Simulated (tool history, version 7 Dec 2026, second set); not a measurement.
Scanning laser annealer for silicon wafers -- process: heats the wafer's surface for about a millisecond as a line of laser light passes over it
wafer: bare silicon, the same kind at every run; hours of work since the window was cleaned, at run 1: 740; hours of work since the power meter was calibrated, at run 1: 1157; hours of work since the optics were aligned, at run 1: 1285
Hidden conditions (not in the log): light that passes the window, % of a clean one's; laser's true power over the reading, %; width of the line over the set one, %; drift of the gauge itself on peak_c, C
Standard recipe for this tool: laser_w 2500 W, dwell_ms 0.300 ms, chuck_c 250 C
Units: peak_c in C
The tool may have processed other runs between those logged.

run    hour  laser_w  dwell_ms  chuck_c  hours of work since the window was cleaned  hours of work since the power meter was calibrated  hours of work since the optics were aligned  peak_c
  1     0.0     2500     0.300      250                                         740                                                1157                                         1285     941
  2    31.0     2500     0.267      250                                         763                                                1180                                         1308     904
  3    63.6     2500     0.353      250                                         787                                                1204                                         1332    1004
  4    92.4     2500     0.353      250                                         808                                                1225                                         1354    1003
  5   109.8     2400     0.300      250                                         821                                                1238                                         1367     909
  6   141.5     2400     0.300      250                                         845                                                1261                                         1390     906
  7   168.4     2400     0.300      250                                         865                                                1281                                         1410     907
  8   203.2     2400     0.300      250                                         890                                                1307                                         1436     902
      214.6  -- window over the wafer cleaned
  9   223.1     2400     0.300      250                                           6                                                1320                                         1449     927
 10   256.1     2500     0.374      250                                          31                                                1345                                         1473    1048
 11   275.4     2224     0.300      250                                          45                                                1359                                         1488     863
 12   294.2     2500     0.242      250                                          59                                                1373                                         1501     885
 13   324.1     2500     0.242      250                                          81                                                1395                                         1523     883
 14   346.5     2500     0.242      250                                          97                                                1411                                         1540     885
 15   380.1     2500     0.242      250                                         122                                                1436                                         1565     883
 16   399.6     2500     0.242      250                                         137                                                1451                                         1579     886
 17   434.2     2500     0.331      250                                         162                                                1476                                         1605     993
 18   477.3     2500     0.331      250                                         194                                                1508                                         1637     995
 19   496.6     2337     0.300      250                                         208                                                1522                                         1651     897
      518.0  -- optics aligned, line set to its width
 20   538.4     2500     0.300      217                                         236                                                1550                                           15     945
 21   559.3     2500     0.300      217                                         251                                                1565                                           31     944
 22   583.7     2200     0.224      218                                         269                                                1583                                           49     748
 23   617.5     2200     0.224      218                                         294                                                1608                                           74     747
 24   658.9     2200     0.257      258                                         325                                                1639                                          104     824
 25   682.0     2403     0.257      243                                         342                                                1656                                          121     878
 26   705.9     2571     0.326      257                                         359                                                1673                                          139    1040
 27   737.5     2500     0.372      229                                         383                                                1697                                          162    1037
 28   779.7     2500     0.372      229                                         414                                                1728                                          193    1035
 29   816.5     2415     0.215      254                                         441                                                1755                                          221     834
 30   847.3     2500     0.276      261                                         464                                                1778                                          243     949
 31   888.1     2500     0.276      261                                         494                                                1808                                          273     946
 32   918.0     2500     0.276      261                                         516                                                1830                                          296     948
 33   959.1     2414     0.276      233                                         546                                                1860                                          326     887
 34   984.0     2386     0.237      250                                         565                                                1879                                          344     846
 35  1012.1     2386     0.237      250                                         586                                                1900                                          365     847
 36  1035.2     2386     0.237      250                                         603                                                1917                                          382     844
 37  1075.9     2500     0.300      289                                         633                                                1947                                          412     997
 38  1094.5     2500     0.327      244                                         646                                                1960                                          426     991
 39  1134.2     2329     0.327      244                                         676                                                1990                                          455     925
 40  1173.7     2329     0.327      244                                         705                                                2019                                          484     922
 41  1213.8     2202     0.300      259                                         735                                                2049                                          514     865

Results per run with the tool's hidden condition removed, run-to-run variation unchanged:
run  peak_c
  1     977
  2     938
  3    1045
  4    1045
  5     946
  6     943
  7     945
  8     941
  9     943
 10    1067
 11     878
 12     901
 13     900
 14     903
 15     902
 16     904
 17    1017
 18    1019
 19     919
 20     947
 21     947
 22     750
 23     750
 24     828
 25     883
 26    1047
 27    1046
 28    1045
 29     842
 30     959
 31     957
 32     960
 33     900
 34     858
 35     860
 36     858
 37    1014
 38    1009
 39     943
 40     941
 41     882
